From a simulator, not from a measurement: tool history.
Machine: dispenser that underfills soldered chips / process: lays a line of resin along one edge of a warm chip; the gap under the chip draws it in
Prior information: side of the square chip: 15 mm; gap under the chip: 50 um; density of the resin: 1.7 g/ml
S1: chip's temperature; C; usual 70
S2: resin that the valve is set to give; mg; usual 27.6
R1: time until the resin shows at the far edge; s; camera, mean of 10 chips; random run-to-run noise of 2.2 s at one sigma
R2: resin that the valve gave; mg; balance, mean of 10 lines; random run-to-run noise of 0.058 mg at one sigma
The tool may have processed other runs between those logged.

| run | hour | S1 | S2 | R1 | R2 |
|---|---|---|---|---|---|
| 1 | 0 | 70 | 27.6 | 293.8 | 27.27 |
|  | 3.8 | new syringe of resin |
| 2 | 12.8 | 70 | 27.6 | 323.6 | 27.25 |
|  | 15.3 | new syringe of resin |
| 3 | 22.4 | 82 | 27.6 | 163.1 | 27.01 |
|  | 25.8 | new syringe of resin |
| 4 | 30.7 | 82 | 27.6 | 147.8 | 27.06 |
|  | 36.7 | new syringe of resin |
|  | 37.7 | dispensing valve cleaned and set on the balance |
| 5 | 37.9 | 70 | 23.7 | 223.5 | 23.69 |
|  | 48.4 | new syringe of resin |
| 6 | 51.3 | 70 | 23.7 | 259.8 | 23.52 |
|  | 59.4 | new syringe of resin |
| 7 | 59.9 | 70 | 27.6 | 216.6 | 27.3 |
|  | 70.6 | new syringe of resin |
| 8 | 72.1 | 70 | 27.6 | 231.2 | 27.17 |
|  | 81.5 | new syringe of resin |
| 9 | 83 | 70 | 27.6 | 232.4 | 27.1 |
|  | 92.2 | new syringe of resin |
| 10 | 96.2 | 70 | 27.6 | 254.3 | 26.85 |
|  | 99.8 | dispensing valve cleaned and set on the balance |
|  | 104.2 | new syringe of resin |
| 11 | 110.7 | 70 | 27.6 | 282.1 | 27.51 |
|  | 115 | new syringe of resin |
| 12 | 117.7 | 70 | 27.6 | 238.1 | 27.44 |
| 13 | 124.7 | 70 | 27.6 | 325.2 | 27.4 |
|  | 126 | new syringe of resin |
| 14 | 134.8 | 70 | 27.6 | 319.6 | 27.18 |
|  | 137.1 | new syringe of resin |
|  | 148.1 | new syringe of resin |
| 15 | 148.3 | 70 | 27.6 | 213.1 | 27 |
| 16 | 157.4 | 70 | 27.6 | 322.8 | 27.05 |
|  | 159.5 | new syringe of resin |
|  | 162.9 | dispensing valve cleaned and set on the balance |
| 17 | 168.9 | 70 | 27.6 | 305.8 | 27.47 |
|  | 171.3 | new syringe of resin |
| 18 | 175.6 | 64 | 27.6 | 352.6 | 27.44 |
|  | 182 | new syringe of resin |
| 19 | 186.7 | 78 | 33.3 | 175.8 | 33 |
|  | 192.6 | new syringe of resin |
| 20 | 198.2 | 63 | 25.9 | 398.8 | 25.66 |
|  | 203.7 | new syringe of resin |
| 21 | 209.9 | 63 | 25.9 | 415.1 | 25.42 |
|  | 214.3 | new syringe of resin |
| 22 | 218.4 | 61 | 28.9 | 409.9 | 28.25 |
|  | 225.2 | dispensing valve cleaned and set on the balance |
| 23 | 225.2 | 61 | 28.9 | 532.8 | 28.85 |
|  | 226.4 | new syringe of resin |
| 24 | 234.1 | 60 | 28 | 501.2 | 27.79 |
|  | 237.3 | new syringe of resin |
| 25 | 244.4 | 74 | 25.3 | 248.8 | 25.06 |
|  | 248 | new syringe of resin |
| 26 | 251 | 66 | 33.1 | 292.5 | 32.8 |
| 27 | 257.3 | 66 | 33.1 | 388.5 | 32.65 |
|  | 258.9 | new syringe of resin |
| 28 | 267.6 | 66 | 33.1 | 382.4 | 32.53 |
|  | 269.7 | new syringe of resin |
|  | 280.5 | new syringe of resin |
| 29 | 280.7 | 73 | 29.8 | 183 | 29.17 |
|  | 287.5 | dispensing valve cleaned and set on the balance |
|  | 293.1 | new syringe of resin |
| 30 | 295 | 73 | 29.8 | 194.3 | 29.52 |
|  | 303.6 | new syringe of resin |
| 31 | 307.7 | 84 | 35.4 | 123.6 | 34.96 |
|  | 314.3 | new syringe of resin |
| 32 | 320.5 | 73 | 33 | 233.4 | 32.42 |
|  | 325.1 | new syringe of resin |
| 33 | 330.6 | 82 | 31.5 | 147.6 | 30.84 |
|  | 336.5 | new syringe of resin |
| 34 | 340 | 82 | 24.4 | 140.5 | 23.87 |
|  | 347.2 | new syringe of resin |
|  | 350.2 | dispensing valve cleaned and set on the balance |
| 35 | 353.5 | 81 | 24.7 | 159.3 | 24.55 |

Branching from run 35: 3 alternative next runs. What would each branch give?
|  | 359.1 | new syringe of resin |
| A | 366.7 | 59 | 26.6 | ? | ? |
|  | 359.1 | new syringe of resin |
| B | 366.7 | 73 | 30.6 | ? | ? |
|  | 359.1 | new syringe of resin |
| C | 366.7 | 58 | 26.7 | ? | ? |

| run | R1 | R2 |
|---|---|---|
| A | 522.7 | 26.34 |
| B | 245.8 | 30.35 |
| C | 558.4 | 26.47 |
The same runs, with their run-to-run variation unchanged, on a tool lacking any hidden condition would have given:
| run | R1 | R2 |
|---|---|---|
| A | 394.6 | 26.54 |
| B | 184.7 | 30.58 |
| C | 421.8 | 26.67 |
